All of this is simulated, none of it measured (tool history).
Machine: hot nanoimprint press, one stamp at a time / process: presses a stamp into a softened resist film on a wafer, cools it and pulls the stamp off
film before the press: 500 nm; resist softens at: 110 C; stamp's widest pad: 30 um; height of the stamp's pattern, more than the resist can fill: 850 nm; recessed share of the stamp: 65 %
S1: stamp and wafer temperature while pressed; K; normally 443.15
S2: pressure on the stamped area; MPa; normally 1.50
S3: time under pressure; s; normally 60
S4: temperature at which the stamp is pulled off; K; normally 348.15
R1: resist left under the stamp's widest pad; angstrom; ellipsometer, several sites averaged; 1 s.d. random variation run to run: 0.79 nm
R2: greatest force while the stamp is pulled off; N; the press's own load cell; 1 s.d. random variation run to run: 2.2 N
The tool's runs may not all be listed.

Run 1, hour 0.0: usual settings. Result: R1 1847 angstrom, R2 125 N.
Run 2, hour 64.4: usual settings. Result: R1 1829 angstrom, R2 130 N.
Run 3, hour 112.2: usual settings but S3 30 s. Result: R1 2417 angstrom, R2 145 N.
Run 4, hour 180.2: usual settings but S3 30 s. Result: R1 2398 angstrom, R2 149 N.
Run 5, hour 239.6: usual settings but S3 30 s. Result: R1 2382 angstrom, R2 156 N.
Run 6, hour 280.5: usual settings but S2 2.03 MPa, S3 30 s. Result: R1 2096 angstrom, R2 160 N.
At hour 298.5: stamp cleaned and given a new release coat.
Run 7, hour 328.2: usual settings but S4 337.15 K. Result: R1 1781 angstrom, R2 101 N.
At hour 400.5: plate thermocouple calibrated.
Run 8, hour 401.7: usual settings but S4 337.15 K. Result: R1 1722 angstrom, R2 113 N.
Run 9, hour 445.9: usual settings but S3 40 s. Result: R1 2036 angstrom, R2 114 N.
Run 10, hour 483.6: usual settings but S3 40 s. Result: R1 2025 angstrom, R2 119 N.
Run 11, hour 524.1: usual settings. Result: R1 1681 angstrom, R2 121 N.
Run 12, hour 591.4: usual settings. Result: R1 1678 angstrom, R2 127 N.
At hour 626.4: plate thermocouple calibrated, once more.
Run 13, hour 648.7: usual settings but S4 353.15 K. Result: R1 1923 angstrom, R2 135 N.
Run 14, hour 711.4: usual settings. Result: R1 1924 angstrom, R2 146 N.
Run 15, hour 778.5: usual settings. Result: R1 1911 angstrom, R2 154 N.
Run 16, hour 828.7: usual settings. Result: R1 1896 angstrom, R2 155 N.
Run 17, hour 863.2: usual settings but S1 448.15 K, S2 1.19 MPa, S3 115 s, S4 344.15 K. Result: R1 1194 angstrom, R2 164 N.
At hour 906.3: stamp cleaned and given a new release coat.
Run 18, hour 927.0: usual settings but S1 452.15 K, S2 1.67 MPa, S3 47 s, S4 351.15 K. Result: R1 1253 angstrom, R2 94 N.
Run 19, hour 995.7: usual settings but S4 346.15 K. Result: R1 1837 angstrom, R2 106 N.
Run 20, hour 1038.8: usual settings but S2 1.03 MPa, S3 48 s, S4 350.15 K. Result: R1 2354 angstrom, R2 108 N.
Run 21, hour 1105.0: usual settings but S2 1.03 MPa, S3 48 s, S4 350.15 K. Result: R1 2364 angstrom, R2 115 N.
Run 22, hour 1162.3: usual settings but S1 450.15 K, S2 2.02 MPa, S3 106 s, S4 352.15 K. Result: R1 856 angstrom, R2 120 N.
Run 23, hour 1199.0: usual settings but S1 445.15 K, S2 2.02 MPa, S3 106 s, S4 345.15 K. Result: R1 1114 angstrom, R2 133 N.
Run 24, hour 1243.4: usual settings but S1 441.15 K, S2 1.79 MPa, S3 99 s, S4 349.15 K. Result: R1 1501 angstrom, R2 131 N.
Run 25, hour 1300.4: usual settings but S2 1.60 MPa, S4 343.15 K. Result: R1 1744 angstrom, R2 145 N.
Run 26, hour 1362.8: usual settings but S2 2.23 MPa, S3 62 s, S4 338.15 K. Result: R1 1487 angstrom, R2 156 N.
Run 27, hour 1415.3: usual settings but S1 448.15 K, S2 1.28 MPa, S3 104 s, S4 356.15 K. Result: R1 1142 angstrom, R2 148 N.
At hour 1428.3: plate thermocouple calibrated.
Run 28, hour 1451.4: usual settings but S1 448.15 K, S2 1.28 MPa, S3 104 s, S4 356.15 K. Result: R1 1261 angstrom, R2 153 N.
Run 29, hour 1488.9: usual settings but S4 344.15 K. Result: R1 1951 angstrom, R2 165 N.

Below are 3 alternative next runs, each starting from the tool's condition after run 29. Predict each:
At hour 1511.6: stamp cleaned and given a new release coat.
Run A, hour 1523.2: usual settings but S3 42 s, S4 345.15 K. Result: R1 ?, R2 ?.
At hour 1511.6: stamp cleaned and given a new release coat.
Run B, hour 1523.2: usual settings but S1 437.15 K, S2 2.06 MPa, S4 355.15 K. Result: R1 ?, R2 ?.
At hour 1511.6: stamp cleaned and given a new release coat.
Run C, hour 1523.2: usual settings but S1 438.15 K, S2 1.03 MPa, S4 338.15 K. Result: R1 ?, R2 ?.

run    R1   R2
  A  2243  101
  B  2335   91
  C  2864  105
Had the tool no hidden state, the same runs would have come out as:
run    R1   R2
  A  2218  100
  B  2293   90
  C  2855  104
